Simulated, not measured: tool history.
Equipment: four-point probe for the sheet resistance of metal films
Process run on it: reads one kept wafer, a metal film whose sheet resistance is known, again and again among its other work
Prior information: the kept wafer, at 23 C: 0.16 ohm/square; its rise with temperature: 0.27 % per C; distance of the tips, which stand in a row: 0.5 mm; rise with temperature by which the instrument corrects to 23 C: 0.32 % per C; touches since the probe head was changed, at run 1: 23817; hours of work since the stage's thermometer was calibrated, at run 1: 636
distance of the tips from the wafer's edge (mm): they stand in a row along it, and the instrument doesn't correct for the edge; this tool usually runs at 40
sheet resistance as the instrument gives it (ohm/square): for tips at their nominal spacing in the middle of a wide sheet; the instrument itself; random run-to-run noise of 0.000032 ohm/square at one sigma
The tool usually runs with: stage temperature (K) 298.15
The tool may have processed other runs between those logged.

| run | hour | stage temperature (K) | distance of the tips from the wafer's edge (mm) | touches since the probe head was changed | hours of work since the stage's thermometer was calibrated | sheet resistance as the instrument gives it (ohm/square) |
|---|---|---|---|---|---|---|
| 1 | 0.0 | 298.15 | 40 | 23817 | 636 | 0.159767 |
| 2 | 70.9 | 298.15 | 16 | 27725 | 685 | 0.159749 |
| 3 | 111.4 | 298.15 | 16 | 29962 | 713 | 0.159652 |
| 4 | 184.8 | 298.15 | 16 | 34007 | 763 | 0.159592 |
| 5 | 248.7 | 298.15 | 16 | 37530 | 807 | 0.159515 |
| 6 | 292.0 | 298.15 | 40 | 39918 | 837 | 0.159348 |
| 7 | 381.7 | 298.15 | 40 | 44865 | 899 | 0.159327 |
| 8 | 457.6 | 298.15 | 3 | 49053 | 951 | 0.161541 |
| 9 | 539.7 | 298.15 | 40 | 53579 | 1008 | 0.159024 |
| 10 | 629.6 | 298.15 | 23 | 58538 | 1070 | 0.158976 |
| 11 | 681.8 | 298.15 | 40 | 61415 | 1106 | 0.158913 |
| 12 | 770.6 | 299.15 | 40 | 66313 | 1167 | 0.158686 |
| 13 | 816.1 | 299.15 | 40 | 68822 | 1198 | 0.158644 |
| 14 | 903.6 | 299.15 | 40 | 73649 | 1258 | 0.158512 |
| 15 | 995.3 | 299.15 | 40 | 78705 | 1321 | 0.158427 |
| 16 | 1053.2 | 299.15 | 40 | 81900 | 1361 | 0.158403 |
| 17 | 1133.6 | 299.15 | 40 | 86334 | 1417 | 0.158257 |
| 18 | 1199.9 | 299.15 | 40 | 89989 | 1462 | 0.158241 |
| 19 | 1283.6 | 298.15 | 45 | 94603 | 1520 | 0.158187 |
| 20 | 1343.3 | 298.15 | 7 | 97898 | 1561 | 0.158469 |
| 21 | 1424.9 | 298.15 | 9 | 102400 | 1617 | 0.158261 |
|  | 1443.1 | new probe head fitted |
| 22 | 1485.2 | 298.15 | 9 | 2326 | 1658 | 0.160072 |
| 23 | 1573.2 | 294.15 | 5 | 7175 | 1718 | 0.160819 |
| 24 | 1655.0 | 304.15 | 40 | 11691 | 1775 | 0.159107 |
| 25 | 1699.9 | 306.15 | 25 | 14164 | 1806 | 0.158952 |
| 26 | 1759.3 | 306.15 | 25 | 17443 | 1847 | 0.158904 |
| 27 | 1806.5 | 306.15 | 20 | 20042 | 1879 | 0.158888 |

What if the next run were any one of these 4? Each begins from the tool's condition after run 27:
| A | 1883.8 | 307.15 | 41 | 24306 | 1932 | ? |
| B | 1883.8 | 292.15 | 6 | 24306 | 1932 | ? |
| C | 1883.8 | 306.15 | 51 | 24306 | 1932 | ? |
| D | 1883.8 | 300.15 | 55 | 24306 | 1932 | ? |

| run | sheet resistance as the instrument gives it (ohm/square) |
|---|---|
| A | 0.158719 |
| B | 0.160310 |
| C | 0.158772 |
| D | 0.159140 |
Without the tool's hidden state the same runs would have given:
| run | sheet resistance as the instrument gives it (ohm/square) |
|---|---|
| A | 0.159250 |
| B | 0.160854 |
| C | 0.159304 |
| D | 0.159676 |
